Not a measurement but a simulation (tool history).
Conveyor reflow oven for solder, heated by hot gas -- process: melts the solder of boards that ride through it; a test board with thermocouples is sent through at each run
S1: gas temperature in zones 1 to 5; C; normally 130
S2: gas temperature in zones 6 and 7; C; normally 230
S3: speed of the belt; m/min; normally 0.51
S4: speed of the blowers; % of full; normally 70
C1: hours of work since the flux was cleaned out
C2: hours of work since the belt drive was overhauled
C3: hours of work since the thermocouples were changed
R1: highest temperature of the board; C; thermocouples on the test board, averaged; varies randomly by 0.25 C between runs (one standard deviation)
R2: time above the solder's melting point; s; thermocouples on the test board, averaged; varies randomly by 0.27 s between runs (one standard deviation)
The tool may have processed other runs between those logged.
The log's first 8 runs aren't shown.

{"run": 9, "hour": 298.4, "S1": 130, "S2": 230, "S3": 0.51, "S4": 70, "C1": 132, "C2": 481, "C3": 214, "R1": 212.6, "R2": 46.9}
{"run": 10, "hour": 326.8, "S1": 130, "S2": 230, "S3": 0.51, "S4": 70, "C1": 147, "C2": 496, "C3": 230, "R1": 212.8, "R2": 46.5}
{"run": 11, "hour": 359.6, "S1": 130, "S2": 230, "S3": 0.51, "S4": 70, "C1": 165, "C2": 514, "C3": 248, "R1": 212.4, "R2": 47.2}
{"run": 12, "hour": 388.2, "S1": 130, "S2": 230, "S3": 0.51, "S4": 70, "C1": 180, "C2": 530, "C3": 263, "R1": 212.3, "R2": 47.2}
{"run": 13, "hour": 438.3, "S1": 130, "S2": 230, "S3": 0.51, "S4": 70, "C1": 208, "C2": 557, "C3": 290, "R1": 212.8, "R2": 47}
{"run": 14, "hour": 468.2, "S1": 130, "S2": 230, "S3": 0.51, "S4": 70, "C1": 224, "C2": 573, "C3": 307, "R1": 212.4, "R2": 46.3}
{"run": 15, "hour": 495.2, "S1": 133, "S2": 230, "S3": 0.51, "S4": 70, "C1": 239, "C2": 588, "C3": 321, "R1": 213.1, "R2": 48.5}
{"run": 16, "hour": 521.6, "S1": 133, "S2": 230, "S3": 0.51, "S4": 70, "C1": 253, "C2": 603, "C3": 336, "R1": 213, "R2": 48.1}
{"hour": 566.2, "done": "flux residue cleaned out of gas plates and filters"}
{"run": 17, "hour": 576.8, "S1": 133, "S2": 230, "S3": 0.51, "S4": 70, "C1": 6, "C2": 630, "C3": 363, "R1": 213.7, "R2": 48.4}
{"run": 18, "hour": 598.0, "S1": 141, "S2": 230, "S3": 0.479, "S4": 63, "C1": 17, "C2": 641, "C3": 375, "R1": 214.5, "R2": 55.7}
{"run": 19, "hour": 632.9, "S1": 141, "S2": 240, "S3": 0.479, "S4": 63, "C1": 36, "C2": 660, "C3": 394, "R1": 223, "R2": 61.6}
{"run": 20, "hour": 667.3, "S1": 137, "S2": 230, "S3": 0.51, "S4": 58, "C1": 55, "C2": 679, "C3": 413, "R1": 210.9, "R2": 46.2}
{"run": 21, "hour": 691.4, "S1": 129, "S2": 230, "S3": 0.581, "S4": 83, "C1": 68, "C2": 692, "C3": 426, "R1": 211, "R2": 39.6}
{"run": 22, "hour": 718.5, "S1": 129, "S2": 230, "S3": 0.419, "S4": 61, "C1": 83, "C2": 707, "C3": 440, "R1": 216.1, "R2": 61.8}
{"run": 23, "hour": 763.8, "S1": 130, "S2": 230, "S3": 0.51, "S4": 89, "C1": 108, "C2": 732, "C3": 465, "R1": 216.7, "R2": 50.8}
{"run": 24, "hour": 809.7, "S1": 119, "S2": 230, "S3": 0.586, "S4": 50, "C1": 133, "C2": 757, "C3": 490, "R1": 197.6, "R2": 21.6}
{"run": 25, "hour": 838.9, "S1": 142, "S2": 230, "S3": 0.515, "S4": 50, "C1": 149, "C2": 773, "C3": 506, "R1": 208.5, "R2": 44.8}
{"run": 26, "hour": 883.2, "S1": 142, "S2": 230, "S3": 0.515, "S4": 50, "C1": 173, "C2": 797, "C3": 530, "R1": 208.5, "R2": 45.2}
{"hour": 890.9, "done": "belt drive overhauled, speed set with a stopwatch"}
{"run": 27, "hour": 935.5, "S1": 142, "S2": 230, "S3": 0.599, "S4": 65, "C1": 199, "C2": 24, "C3": 557, "R1": 208, "R2": 38.8}
{"run": 28, "hour": 983.3, "S1": 125, "S2": 218, "S3": 0.475, "S4": 59, "C1": 225, "C2": 50, "C3": 583, "R1": 200.4, "R2": 36.1}
{"run": 29, "hour": 1025.2, "S1": 131, "S2": 244, "S3": 0.475, "S4": 74, "C1": 248, "C2": 73, "C3": 606, "R1": 228.1, "R2": 62.2}
{"run": 30, "hour": 1070.7, "S1": 131, "S2": 244, "S3": 0.475, "S4": 74, "C1": 273, "C2": 98, "C3": 630, "R1": 228.9, "R2": 61.5}
{"hour": 1078.8, "done": "flux residue cleaned out of gas plates and filters"}
{"run": 31, "hour": 1104.8, "S1": 129, "S2": 242, "S3": 0.55, "S4": 82, "C1": 14, "C2": 114, "C3": 646, "R1": 223.3, "R2": 50.4}
{"run": 32, "hour": 1135.4, "S1": 137, "S2": 231, "S3": 0.51, "S4": 74, "C1": 31, "C2": 131, "C3": 663, "R1": 215.3, "R2": 51.6}

Predict each of these 3 candidate next runs independently; none follows another, all start after run 32:
{"run": "A", "hour": 1171.0, "S1": 127, "S2": 231, "S3": 0.51, "S4": 84, "C1": 50, "C2": 150, "C3": 682, "R1": "?", "R2": "?"}
{"run": "B", "hour": 1171.0, "S1": 137, "S2": 229, "S3": 0.605, "S4": 74, "C1": 50, "C2": 150, "C3": 682, "R1": "?", "R2": "?"}
{"run": "C", "hour": 1171.0, "S1": 137, "S2": 231, "S3": 0.571, "S4": 58, "C1": 50, "C2": 150, "C3": 682, "R1": "?", "R2": "?"}

run=A R1=215.8 R2=49.8
run=B R1=208.8 R2=37.3
run=C R1=207.7 R2=38.1
What these runs would have given with no unlogged condition in the tool:
run=A R1=215.9 R2=49.8
run=B R1=208.8 R2=37.3
run=C R1=207.7 R2=38.1
